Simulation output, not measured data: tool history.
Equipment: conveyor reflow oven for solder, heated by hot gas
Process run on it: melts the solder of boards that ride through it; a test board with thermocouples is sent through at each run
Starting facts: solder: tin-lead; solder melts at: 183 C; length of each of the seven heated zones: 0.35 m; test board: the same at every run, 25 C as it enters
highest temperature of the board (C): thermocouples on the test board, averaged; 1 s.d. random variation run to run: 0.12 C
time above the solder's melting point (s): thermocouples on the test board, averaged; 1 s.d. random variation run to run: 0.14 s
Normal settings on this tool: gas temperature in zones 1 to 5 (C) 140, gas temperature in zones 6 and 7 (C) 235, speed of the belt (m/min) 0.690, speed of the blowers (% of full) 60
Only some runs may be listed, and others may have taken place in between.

| run | hour | gas temperature in zones 1 to 5 (C) | gas temperature in zones 6 and 7 (C) | speed of the belt (m/min) | speed of the blowers (% of full) | highest temperature of the board (C) | time above the solder's melting point (s) |
|---|---|---|---|---|---|---|---|
| 1 | 0.0 | 140 | 235 | 0.690 | 60 | 214.9 | 44.1 |
| 2 | 21.0 | 140 | 235 | 0.690 | 60 | 214.9 | 43.8 |
| 3 | 39.6 | 140 | 235 | 0.690 | 60 | 214.6 | 43.8 |
| 4 | 74.5 | 140 | 235 | 0.683 | 60 | 215.0 | 44.7 |
| 5 | 108.0 | 140 | 235 | 0.683 | 60 | 215.1 | 44.0 |
| 6 | 141.8 | 146 | 235 | 0.690 | 60 | 215.7 | 46.6 |
| 7 | 168.0 | 146 | 247 | 0.690 | 60 | 225.4 | 52.2 |
| 8 | 184.9 | 146 | 247 | 0.690 | 60 | 225.3 | 52.2 |
| 9 | 206.4 | 146 | 247 | 0.690 | 60 | 225.2 | 52.2 |
| 10 | 233.3 | 146 | 247 | 0.690 | 60 | 225.2 | 52.2 |
| 11 | 256.3 | 146 | 247 | 0.690 | 60 | 224.9 | 51.8 |
| 12 | 279.6 | 146 | 247 | 0.690 | 60 | 224.9 | 51.9 |
| 13 | 298.0 | 146 | 247 | 0.690 | 60 | 224.9 | 51.9 |
| 14 | 328.0 | 130 | 235 | 0.690 | 60 | 211.4 | 38.7 |
| 15 | 366.0 | 130 | 235 | 0.690 | 60 | 211.0 | 38.3 |
| 16 | 384.4 | 130 | 235 | 0.690 | 60 | 211.0 | 38.5 |
| 17 | 410.1 | 149 | 249 | 0.628 | 67 | 231.7 | 61.9 |
|  | 437.4 | flux residue cleaned out of gas plates and filters |
| 18 | 450.8 | 149 | 249 | 0.628 | 67 | 234.1 | 63.0 |
| 19 | 466.4 | 136 | 249 | 0.735 | 67 | 225.6 | 46.6 |
|  | 484.2 | thermocouples of zones 6 and 7 changed |
| 20 | 506.0 | 155 | 235 | 0.706 | 60 | 217.1 | 49.2 |
| 21 | 538.6 | 155 | 235 | 0.706 | 60 | 217.0 | 49.5 |
| 22 | 557.7 | 141 | 224 | 0.634 | 80 | 211.1 | 47.0 |
| 23 | 588.3 | 141 | 224 | 0.634 | 80 | 210.8 | 46.9 |
| 24 | 611.1 | 144 | 246 | 0.813 | 60 | 217.2 | 39.4 |
| 25 | 635.2 | 140 | 235 | 0.752 | 60 | 211.0 | 37.0 |
| 26 | 667.5 | 152 | 235 | 0.752 | 60 | 213.9 | 42.9 |
| 27 | 698.4 | 152 | 235 | 0.748 | 56 | 213.1 | 42.7 |
| 28 | 734.6 | 155 | 250 | 0.748 | 56 | 225.3 | 51.1 |
| 29 | 754.7 | 155 | 250 | 0.748 | 56 | 225.5 | 50.9 |
| 30 | 785.3 | 141 | 223 | 0.737 | 63 | 202.6 | 31.5 |
| 31 | 807.1 | 140 | 235 | 0.824 | 55 | 205.3 | 28.9 |

Selected run-to-run steps in highest temperature of the board (C), each split into two signed amounts: the part the tool would show with no hidden state at all (from settings, incoming material and random variation), and the remainder, which goes to the hidden state together with any gauge scatter not common to the measured and the hidden-state-free results:
Hidden state at play: heat that the gas passes to the board, % of a clean oven's; belt's true speed, % of the reading; true gas temperature in zones 6 and 7 over the reading, C; drift of the gauge itself on peak_c, C; drift of the gauge itself on liquid_s, %.
Run 13 -> 14: gas temperature in zones 1 to 5 (C) 146 -> 130, gas temperature in zones 6 and 7 (C) 247 -> 235. highest temperature of the board (C) -13.5: hidden state -0.3, all else -13.2.
Run 16 -> 17: gas temperature in zones 1 to 5 (C) 130 -> 149, gas temperature in zones 6 and 7 (C) 235 -> 249, speed of the belt (m/min) 0.690 -> 0.628, speed of the blowers (% of full) 60 -> 67. highest temperature of the board (C) +20.7: hidden state +0.3, all else +20.4.
Run 17 -> 18: flux residue cleaned out of gas plates and filters. highest temperature of the board (C) +2.4: hidden state +2.4, all else +0.0.
Run 19 -> 20: gas temperature in zones 1 to 5 (C) 136 -> 155, gas temperature in zones 6 and 7 (C) 249 -> 235, speed of the belt (m/min) 0.735 -> 0.706, speed of the blowers (% of full) 67 -> 60, thermocouples of zones 6 and 7 changed. highest temperature of the board (C) -8.5: hidden state -1.1, all else -7.4.
Run 27 -> 28: gas temperature in zones 1 to 5 (C) 152 -> 155, gas temperature in zones 6 and 7 (C) 235 -> 250. highest temperature of the board (C) +12.2: hidden state -0.4, all else +12.6.
Run 29 -> 30: gas temperature in zones 1 to 5 (C) 155 -> 141, gas temperature in zones 6 and 7 (C) 250 -> 223, speed of the belt (m/min) 0.748 -> 0.737, speed of the blowers (% of full) 56 -> 63. highest temperature of the board (C) -22.9: hidden state +0.0, all else -22.9.
